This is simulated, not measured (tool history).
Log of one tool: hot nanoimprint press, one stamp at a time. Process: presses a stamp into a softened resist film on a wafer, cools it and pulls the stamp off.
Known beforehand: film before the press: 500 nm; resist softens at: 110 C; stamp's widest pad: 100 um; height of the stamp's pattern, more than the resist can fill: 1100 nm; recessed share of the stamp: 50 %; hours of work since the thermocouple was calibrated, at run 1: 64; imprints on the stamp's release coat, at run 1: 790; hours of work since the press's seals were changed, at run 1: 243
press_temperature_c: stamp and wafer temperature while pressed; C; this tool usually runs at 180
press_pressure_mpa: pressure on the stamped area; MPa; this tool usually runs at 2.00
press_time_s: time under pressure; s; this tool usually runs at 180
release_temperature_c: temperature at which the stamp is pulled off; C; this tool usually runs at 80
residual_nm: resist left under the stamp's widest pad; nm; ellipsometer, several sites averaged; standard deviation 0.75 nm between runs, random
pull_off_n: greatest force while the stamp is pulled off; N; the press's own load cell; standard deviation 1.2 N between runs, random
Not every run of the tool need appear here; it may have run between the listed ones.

run	hour	press_temperature_c	press_pressure_mpa	press_time_s	release_temperature_c	hours of work since the thermocouple was calibrated	imprints on the stamp's release coat	hours of work since the press's seals were changed	residual_nm	pull_off_n
1	0.0	180	2.00	180	80	64	790	243	269.4	226
# hour 15.1: stamp cleaned and given a new release coat
2	16.9	180	2.00	180	80	71	9	250	267.8	225
3	38.4	174	2.00	180	80	86	109	265	312.8	225
4	49.5	189	2.00	180	80	94	160	273	210.9	226
5	72.2	180	2.00	180	75	109	266	288	266.6	242
6	85.6	180	2.00	180	71	119	329	297	266.4	255
7	99.0	180	2.00	255	80	128	391	307	239.9	226
8	113.8	180	2.00	255	80	138	460	317	239.5	226
9	130.1	180	2.00	255	80	149	536	328	238.5	225
10	144.8	180	2.00	255	80	159	605	338	237.9	227
11	164.8	180	2.00	180	80	173	698	352	265.7	227
12	185.1	180	2.00	180	80	187	793	366	264.6	227
# hour 200.0: stamp cleaned and given a new release coat
13	209.1	180	2.00	180	66	199	42	378	265.8	269
14	224.9	180	2.44	180	80	210	116	389	236.8	226
15	245.7	180	2.00	180	80	225	213	403	263.9	225
16	259.8	180	2.00	180	80	234	279	413	263.2	226
17	272.8	180	2.00	180	80	243	339	422	263.7	223
18	283.1	175	2.00	180	80	250	387	429	300.0	227
19	301.1	172	2.00	180	87	263	471	442	322.7	206
20	315.4	172	2.00	134	65	273	538	451	347.6	274
21	335.5	183	2.09	338	71	286	631	465	191.3	256
22	349.3	173	2.09	338	82	296	696	475	258.6	221
23	361.9	173	2.09	338	82	305	754	483	258.3	221
24	377.1	173	2.09	162	82	315	825	494	317.5	220
# hour 385.5: stamp cleaned and given a new release coat
25	403.3	170	2.51	90	82	329	84	508	361.9	220
26	426.3	170	2.51	90	77	345	190	523	361.3	235
27	445.9	188	2.73	273	85	358	282	537	151.9	212
28	466.4	176	2.73	273	78	372	377	551	217.1	234
# hour 471.9: gauge calibrated
29	484.7	176	2.73	111	74	385	463	564	292.9	245

Branching from run 29: 5 alternative next runs. What would each branch give?
A	505.4	189	2.00	180	80	399	559	578	?	?
B	505.4	175	2.73	220	87	399	559	578	?	?
C	505.4	173	2.73	111	69	399	559	578	?	?
D	505.4	180	2.00	180	78	399	559	578	?	?
E	505.4	184	2.34	242	80	399	559	578	?	?

run	residual_nm	pull_off_n
A	210.6	226
B	246.7	205
C	316.5	259
D	266.9	232
E	198.5	226
What these runs would have given with no unlogged condition in the tool:
run	residual_nm	pull_off_n
A	211.1	225
B	247.3	205
C	317.3	259
D	267.6	231
E	199.0	226

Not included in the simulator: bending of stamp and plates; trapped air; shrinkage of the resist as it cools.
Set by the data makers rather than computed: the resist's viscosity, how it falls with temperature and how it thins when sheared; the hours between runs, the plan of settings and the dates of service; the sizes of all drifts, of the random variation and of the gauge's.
